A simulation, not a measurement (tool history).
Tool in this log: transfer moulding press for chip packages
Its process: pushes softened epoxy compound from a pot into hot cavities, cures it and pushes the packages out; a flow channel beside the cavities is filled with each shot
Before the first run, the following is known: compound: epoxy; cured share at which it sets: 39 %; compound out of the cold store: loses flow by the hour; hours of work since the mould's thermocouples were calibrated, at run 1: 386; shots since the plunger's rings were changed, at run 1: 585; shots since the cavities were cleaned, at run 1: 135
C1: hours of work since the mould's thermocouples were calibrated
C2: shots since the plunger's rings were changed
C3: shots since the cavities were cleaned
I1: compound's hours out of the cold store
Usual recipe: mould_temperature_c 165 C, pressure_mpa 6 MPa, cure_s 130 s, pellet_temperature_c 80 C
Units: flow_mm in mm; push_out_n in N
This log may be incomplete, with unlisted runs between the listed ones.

run 1 hour=0 | mould_temperature_c=165 pressure_mpa=6 cure_s=130 pellet_temperature_c=80 | C1=386 C2=585 C3=135 | I1=32.5 | flow_mm=672 push_out_n=405
run 2 hour=14.3 | mould_temperature_c=165 pressure_mpa=6 cure_s=130 pellet_temperature_c=80 | C1=397 C2=739 C3=289 | I1=13.2 | flow_mm=729 push_out_n=474
run 3 hour=28.9 | mould_temperature_c=165 pressure_mpa=6 cure_s=130 pellet_temperature_c=80 | C1=408 C2=895 C3=445 | I1=17.3 | flow_mm=719 push_out_n=496
run 4 hour=39.2 | mould_temperature_c=165 pressure_mpa=6 cure_s=130 pellet_temperature_c=80 | C1=415 C2=1006 C3=556 | I1=43.2 | flow_mm=643 push_out_n=541
-- hour=45 cavities cleaned with cleaning compound and waxed
run 5 hour=51.6 | mould_temperature_c=165 pressure_mpa=6 cure_s=130 pellet_temperature_c=80 | C1=423 C2=1123 C3=71 | I1=41.2 | flow_mm=647 push_out_n=319
run 6 hour=60.2 | mould_temperature_c=165 pressure_mpa=6 cure_s=130 pellet_temperature_c=80 | C1=430 C2=1215 C3=163 | I1=34.8 | flow_mm=667 push_out_n=377
run 7 hour=74 | mould_temperature_c=165 pressure_mpa=6 cure_s=130 pellet_temperature_c=80 | C1=440 C2=1363 C3=311 | I1=9.7 | flow_mm=739 push_out_n=470
run 8 hour=82.4 | mould_temperature_c=165 pressure_mpa=6 cure_s=130 pellet_temperature_c=80 | C1=446 C2=1453 C3=401 | I1=32.7 | flow_mm=673 push_out_n=481
run 9 hour=91.5 | mould_temperature_c=165 pressure_mpa=6 cure_s=130 pellet_temperature_c=80 | C1=453 C2=1551 C3=499 | I1=20.8 | flow_mm=700 push_out_n=519
run 10 hour=98.3 | mould_temperature_c=165 pressure_mpa=6 cure_s=145 pellet_temperature_c=80 | C1=458 C2=1624 C3=572 | I1=8.1 | flow_mm=743 push_out_n=517
-- hour=101.5 mould's thermocouples calibrated
-- hour=104.6 cavities cleaned with cleaning compound and waxed
run 11 hour=113.2 | mould_temperature_c=165 pressure_mpa=6 cure_s=145 pellet_temperature_c=80 | C1=7 C2=1745 C3=91 | I1=17.5 | flow_mm=713 push_out_n=334
run 12 hour=127.1 | mould_temperature_c=165 pressure_mpa=6 cure_s=145 pellet_temperature_c=80 | C1=18 C2=1895 C3=241 | I1=39.1 | flow_mm=642 push_out_n=440
run 13 hour=139.3 | mould_temperature_c=165 pressure_mpa=6 cure_s=145 pellet_temperature_c=80 | C1=27 C2=2026 C3=372 | I1=16.2 | flow_mm=715 push_out_n=462
run 14 hour=147.2 | mould_temperature_c=165 pressure_mpa=6 cure_s=145 pellet_temperature_c=80 | C1=33 C2=2111 C3=457 | I1=37.5 | flow_mm=653 push_out_n=491
run 15 hour=158.7 | mould_temperature_c=165 pressure_mpa=6 cure_s=130 pellet_temperature_c=80 | C1=41 C2=2234 C3=580 | I1=29.7 | flow_mm=671 push_out_n=522
-- hour=163.2 cavities cleaned with cleaning compound and waxed
run 16 hour=169.8 | mould_temperature_c=165 pressure_mpa=6 cure_s=130 pellet_temperature_c=80 | C1=48 C2=2337 C3=71 | I1=28.6 | flow_mm=676 push_out_n=335
run 17 hour=176.5 | mould_temperature_c=165 pressure_mpa=6 cure_s=130 pellet_temperature_c=80 | C1=53 C2=2408 C3=142 | I1=26.1 | flow_mm=681 push_out_n=368
run 18 hour=183.2 | mould_temperature_c=159 pressure_mpa=5.22 cure_s=156 pellet_temperature_c=83 | C1=58 C2=2481 C3=215 | I1=16 | flow_mm=691 push_out_n=437
run 19 hour=198.8 | mould_temperature_c=159 pressure_mpa=5.22 cure_s=156 pellet_temperature_c=73 | C1=70 C2=2648 C3=382 | I1=18.7 | flow_mm=684 push_out_n=500
run 20 hour=208.3 | mould_temperature_c=165 pressure_mpa=6 cure_s=130 pellet_temperature_c=83 | C1=77 C2=2751 C3=485 | I1=37.9 | flow_mm=649 push_out_n=498
-- hour=220.2 plunger's sealing rings changed
run 21 hour=220.9 | mould_temperature_c=165 pressure_mpa=6 cure_s=130 pellet_temperature_c=83 | C1=84 C2=8 C3=593 | I1=35.8 | flow_mm=666 push_out_n=542
-- hour=223.6 cavities cleaned with cleaning compound and waxed
run 22 hour=229.7 | mould_temperature_c=162 pressure_mpa=4.97 cure_s=152 pellet_temperature_c=71 | C1=90 C2=86 C3=66 | I1=14 | flow_mm=679 push_out_n=329
run 23 hour=236.3 | mould_temperature_c=169 pressure_mpa=4.97 cure_s=152 pellet_temperature_c=76 | C1=95 C2=157 C3=137 | I1=15.6 | flow_mm=643 push_out_n=355
run 24 hour=243.1 | mould_temperature_c=166 pressure_mpa=6.49 cure_s=152 pellet_temperature_c=76 | C1=99 C2=229 C3=209 | I1=40 | flow_mm=677 push_out_n=392
run 25 hour=253.9 | mould_temperature_c=169 pressure_mpa=6 cure_s=130 pellet_temperature_c=80 | C1=108 C2=346 C3=326 | I1=47.3 | flow_mm=619 push_out_n=437
run 26 hour=261.1 | mould_temperature_c=169 pressure_mpa=6 cure_s=130 pellet_temperature_c=80 | C1=113 C2=422 C3=402 | I1=42.7 | flow_mm=627 push_out_n=463
run 27 hour=269.9 | mould_temperature_c=165 pressure_mpa=6 cure_s=130 pellet_temperature_c=82 | C1=119 C2=517 C3=497 | I1=37.5 | flow_mm=660 push_out_n=511
-- hour=281.1 cavities cleaned with cleaning compound and waxed
run 28 hour=284.3 | mould_temperature_c=167 pressure_mpa=5.37 cure_s=130 pellet_temperature_c=88 | C1=129 C2=656 C3=35 | I1=10.9 | flow_mm=688 push_out_n=303
run 29 hour=293.7 | mould_temperature_c=158 pressure_mpa=6.09 cure_s=158 pellet_temperature_c=80 | C1=136 C2=756 C3=135 | I1=16.9 | flow_mm=758 push_out_n=398

4 options for the next run, each taken on its own from the tool as it stands now. Forecast them:
run A hour=306.3 | mould_temperature_c=158 pressure_mpa=5.2 cure_s=154 pellet_temperature_c=80 | C1=145 C2=891 C3=270 | I1=31.9 | flow_mm=? push_out_n=?
run B hour=306.3 | mould_temperature_c=165 pressure_mpa=5.87 cure_s=130 pellet_temperature_c=80 | C1=145 C2=891 C3=270 | I1=25.1 | flow_mm=? push_out_n=?
run C hour=306.3 | mould_temperature_c=165 pressure_mpa=5.22 cure_s=130 pellet_temperature_c=79 | C1=145 C2=891 C3=270 | I1=32.4 | flow_mm=? push_out_n=?
run D hour=306.3 | mould_temperature_c=170 pressure_mpa=6.09 cure_s=124 pellet_temperature_c=80 | C1=145 C2=891 C3=270 | I1=38 | flow_mm=? push_out_n=?

run=A flow_mm=659 push_out_n=483
run=B flow_mm=687 push_out_n=431
run=C flow_mm=626 push_out_n=436
run=D flow_mm=640 push_out_n=438
With the hidden condition removed and each run's random variation left untouched, the same runs would have given:
run=A flow_mm=663 push_out_n=303
run=B flow_mm=691 push_out_n=270
run=C flow_mm=630 push_out_n=272
run=D flow_mm=644 push_out_n=276

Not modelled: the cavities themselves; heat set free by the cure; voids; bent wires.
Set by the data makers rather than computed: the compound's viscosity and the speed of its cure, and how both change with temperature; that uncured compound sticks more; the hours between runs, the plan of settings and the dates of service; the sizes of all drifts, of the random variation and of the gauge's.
